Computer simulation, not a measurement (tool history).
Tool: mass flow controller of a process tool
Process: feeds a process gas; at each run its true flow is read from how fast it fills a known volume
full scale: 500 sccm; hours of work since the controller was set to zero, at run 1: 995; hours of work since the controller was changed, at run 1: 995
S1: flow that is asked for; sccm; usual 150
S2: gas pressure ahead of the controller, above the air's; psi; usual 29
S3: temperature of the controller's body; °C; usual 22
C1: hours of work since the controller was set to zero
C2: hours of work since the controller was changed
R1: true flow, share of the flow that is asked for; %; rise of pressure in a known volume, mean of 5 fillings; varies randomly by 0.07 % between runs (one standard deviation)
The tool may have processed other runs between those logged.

{"run": 1, "hour": 0.0, "S1": 150, "S2": 29, "S3": 22, "C1": 995, "C2": 995, "R1": 97.56}
{"run": 2, "hour": 78.7, "S1": 180, "S2": 29, "S3": 22, "C1": 1053, "C2": 1053, "R1": 97.55}
{"run": 3, "hour": 171.1, "S1": 180, "S2": 29, "S3": 22, "C1": 1122, "C2": 1122, "R1": 97.48}
{"run": 4, "hour": 212.5, "S1": 150, "S2": 29, "S3": 22, "C1": 1153, "C2": 1153, "R1": 97.61}
{"run": 5, "hour": 256.4, "S1": 150, "S2": 29, "S3": 22, "C1": 1185, "C2": 1185, "R1": 97.36}
{"run": 6, "hour": 345.2, "S1": 150, "S2": 29, "S3": 22, "C1": 1252, "C2": 1252, "R1": 97.5}
{"run": 7, "hour": 392.2, "S1": 150, "S2": 29, "S3": 26, "C1": 1287, "C2": 1287, "R1": 97.67}
{"run": 8, "hour": 450.8, "S1": 150, "S2": 29, "S3": 26, "C1": 1330, "C2": 1330, "R1": 97.66}
{"run": 9, "hour": 541.1, "S1": 150, "S2": 29, "S3": 24, "C1": 1397, "C2": 1397, "R1": 97.47}
{"run": 10, "hour": 621.5, "S1": 150, "S2": 29, "S3": 24, "C1": 1457, "C2": 1457, "R1": 97.43}
{"run": 11, "hour": 710.2, "S1": 150, "S2": 37.3, "S3": 22, "C1": 1523, "C2": 1523, "R1": 97.42}
{"run": 12, "hour": 759.6, "S1": 150, "S2": 29, "S3": 22, "C1": 1560, "C2": 1560, "R1": 97.25}
{"run": 13, "hour": 803.4, "S1": 150, "S2": 29, "S3": 22, "C1": 1593, "C2": 1593, "R1": 97.3}
{"run": 14, "hour": 855.8, "S1": 475, "S2": 31, "S3": 33, "C1": 1632, "C2": 1632, "R1": 99.49}
{"run": 15, "hour": 919.3, "S1": 475, "S2": 31, "S3": 33, "C1": 1679, "C2": 1679, "R1": 99.41}
{"run": 16, "hour": 979.6, "S1": 150, "S2": 26.7, "S3": 22, "C1": 1724, "C2": 1724, "R1": 97.06}
{"run": 17, "hour": 1071.6, "S1": 77, "S2": 22, "S3": 22, "C1": 1792, "C2": 1792, "R1": 97.09}
{"run": 18, "hour": 1149.2, "S1": 148, "S2": 37, "S3": 36, "C1": 1850, "C2": 1850, "R1": 98.28}
{"run": 19, "hour": 1190.0, "S1": 186, "S2": 29.3, "S3": 39, "C1": 1880, "C2": 1880, "R1": 98.22}
{"run": 20, "hour": 1269.0, "S1": 59, "S2": 26, "S3": 22, "C1": 1939, "C2": 1939, "R1": 97.36}
{"run": 21, "hour": 1309.8, "S1": 59, "S2": 26, "S3": 22, "C1": 1970, "C2": 1970, "R1": 97.25}
{"run": 22, "hour": 1372.6, "S1": 59, "S2": 26, "S3": 22, "C1": 2016, "C2": 2016, "R1": 97.2}
{"run": 23, "hour": 1447.7, "S1": 59, "S2": 26, "S3": 22, "C1": 2072, "C2": 2072, "R1": 97.29}
{"run": 24, "hour": 1515.4, "S1": 266, "S2": 29, "S3": 22, "C1": 2123, "C2": 2123, "R1": 97.44}
{"run": 25, "hour": 1587.8, "S1": 266, "S2": 29, "S3": 22, "C1": 2176, "C2": 2176, "R1": 97.49}

5 ways to go on from here, each from the tool as it stands after run 25. What would each give?
{"run": "A", "hour": 1649.3, "S1": 266, "S2": 29, "S3": 20, "C1": 2222, "C2": 2222, "R1": "?"}
{"run": "B", "hour": 1649.3, "S1": 375, "S2": 29.3, "S3": 37, "C1": 2222, "C2": 2222, "R1": "?"}
{"run": "C", "hour": 1649.3, "S1": 461, "S2": 30, "S3": 28, "C1": 2222, "C2": 2222, "R1": "?"}
{"run": "D", "hour": 1649.3, "S1": 356, "S2": 29.7, "S3": 26, "C1": 2222, "C2": 2222, "R1": "?"}
{"run": "E", "hour": 1649.3, "S1": 266, "S2": 26.8, "S3": 22, "C1": 2222, "C2": 2222, "R1": "?"}

run=A R1=97.21
run=B R1=98.87
run=C R1=98.88
run=D R1=97.94
run=E R1=97.33
The same runs, with their run-to-run variation unchanged, on a tool lacking any hidden condition would have given:
run=A R1=98.33
run=B R1=100.08
run=C R1=100.13
run=D R1=99.13
run=E R1=98.45
